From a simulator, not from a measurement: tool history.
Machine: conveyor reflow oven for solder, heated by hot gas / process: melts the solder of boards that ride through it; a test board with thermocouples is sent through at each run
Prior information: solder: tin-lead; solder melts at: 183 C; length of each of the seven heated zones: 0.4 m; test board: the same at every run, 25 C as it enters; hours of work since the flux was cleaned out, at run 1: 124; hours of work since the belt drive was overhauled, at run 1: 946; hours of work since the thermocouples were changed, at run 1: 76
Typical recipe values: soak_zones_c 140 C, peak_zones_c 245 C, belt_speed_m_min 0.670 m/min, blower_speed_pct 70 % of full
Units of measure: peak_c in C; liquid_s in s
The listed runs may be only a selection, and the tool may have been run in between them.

| run | hour | soak_zones_c | peak_zones_c | belt_speed_m_min | blower_speed_pct | hours of work since the flux was cleaned out | hours of work since the belt drive was overhauled | hours of work since the thermocouples were changed | peak_c | liquid_s |
|---|---|---|---|---|---|---|---|---|---|---|
| 1 | 0.0 | 140 | 245 | 0.670 | 70 | 124 | 946 | 76 | 223.4 | 59.2 |
| 2 | 26.6 | 140 | 245 | 0.670 | 70 | 139 | 961 | 92 | 224.2 | 59.7 |
| 3 | 69.9 | 140 | 245 | 0.670 | 70 | 165 | 987 | 118 | 223.3 | 59.8 |
| 4 | 117.6 | 140 | 245 | 0.670 | 70 | 193 | 1015 | 146 | 223.9 | 59.2 |
| 5 | 141.4 | 140 | 245 | 0.670 | 70 | 208 | 1030 | 160 | 223.6 | 59.3 |
| 6 | 182.7 | 140 | 245 | 0.670 | 70 | 232 | 1054 | 185 | 223.8 | 59.1 |
| 7 | 211.9 | 140 | 245 | 0.670 | 70 | 249 | 1071 | 202 | 223.4 | 59.4 |
| 8 | 250.3 | 140 | 245 | 0.670 | 70 | 272 | 1094 | 225 | 222.9 | 59.4 |
| 9 | 275.0 | 141 | 245 | 0.670 | 70 | 287 | 1109 | 240 | 223.2 | 59.3 |
|  | 284.2 | flux residue cleaned out of gas plates and filters |
| 10 | 311.5 | 141 | 245 | 0.670 | 70 | 16 | 1128 | 258 | 221.7 | 57.9 |
| 11 | 340.1 | 141 | 245 | 0.670 | 70 | 33 | 1145 | 275 | 221.4 | 58.6 |
| 12 | 384.6 | 141 | 245 | 0.670 | 70 | 60 | 1171 | 302 | 220.8 | 57.8 |
| 13 | 425.9 | 141 | 245 | 0.728 | 70 | 84 | 1196 | 326 | 217.6 | 50.4 |
| 14 | 462.6 | 141 | 245 | 0.728 | 70 | 106 | 1217 | 348 | 217.6 | 50.6 |
| 15 | 511.1 | 140 | 259 | 0.670 | 84 | 135 | 1246 | 377 | 235.1 | 66.8 |
|  | 540.3 | flux residue cleaned out of gas plates and filters, once more |
| 16 | 546.6 | 140 | 245 | 0.799 | 77 | 4 | 1264 | 395 | 221.5 | 49.1 |
| 17 | 582.8 | 141 | 240 | 0.669 | 57 | 25 | 1286 | 416 | 218.2 | 56.5 |
| 18 | 617.3 | 140 | 245 | 0.742 | 55 | 46 | 1306 | 437 | 216.9 | 48.9 |
| 19 | 652.8 | 140 | 245 | 0.742 | 55 | 67 | 1327 | 458 | 216.9 | 48.8 |
| 20 | 690.0 | 140 | 235 | 0.670 | 87 | 89 | 1349 | 480 | 221.3 | 59.5 |
| 21 | 728.3 | 140 | 240 | 0.670 | 87 | 112 | 1372 | 503 | 226.0 | 61.7 |
| 22 | 753.8 | 140 | 240 | 0.607 | 64 | 127 | 1387 | 518 | 223.2 | 67.0 |
| 23 | 794.9 | 131 | 247 | 0.716 | 53 | 151 | 1412 | 542 | 216.1 | 47.5 |
| 24 | 824.6 | 155 | 251 | 0.613 | 72 | 169 | 1429 | 560 | 237.3 | 80.3 |
| 25 | 844.4 | 149 | 251 | 0.654 | 72 | 181 | 1441 | 572 | 234.7 | 71.2 |
| 26 | 882.6 | 146 | 251 | 0.654 | 66 | 203 | 1464 | 595 | 231.5 | 68.6 |
| 27 | 902.3 | 143 | 245 | 0.717 | 59 | 215 | 1475 | 606 | 219.9 | 54.5 |

Below are 5 alternative next runs, each starting from the tool's condition after run 27. Predict each:
| A | 933.4 | 129 | 257 | 0.670 | 70 | 233 | 1494 | 625 | ? | ? |
| B | 933.4 | 143 | 236 | 0.619 | 59 | 233 | 1494 | 625 | ? | ? |
| C | 933.4 | 140 | 237 | 0.593 | 61 | 233 | 1494 | 625 | ? | ? |
| D | 933.4 | 140 | 253 | 0.543 | 70 | 233 | 1494 | 625 | ? | ? |
| E | 933.4 | 143 | 245 | 0.670 | 70 | 233 | 1494 | 625 | ? | ? |

| run | peak_c | liquid_s |
|---|---|---|
| A | 234.1 | 63.0 |
| B | 218.0 | 62.3 |
| C | 220.5 | 65.9 |
| D | 240.5 | 85.5 |
| E | 226.1 | 62.8 |
Take away the tool's hidden state, keep each run's random variation, and the runs would have read:
| run | peak_c | liquid_s |
|---|---|---|
| A | 233.7 | 60.5 |
| B | 217.1 | 59.4 |
| C | 219.6 | 62.9 |
| D | 239.6 | 81.9 |
| E | 225.5 | 60.2 |
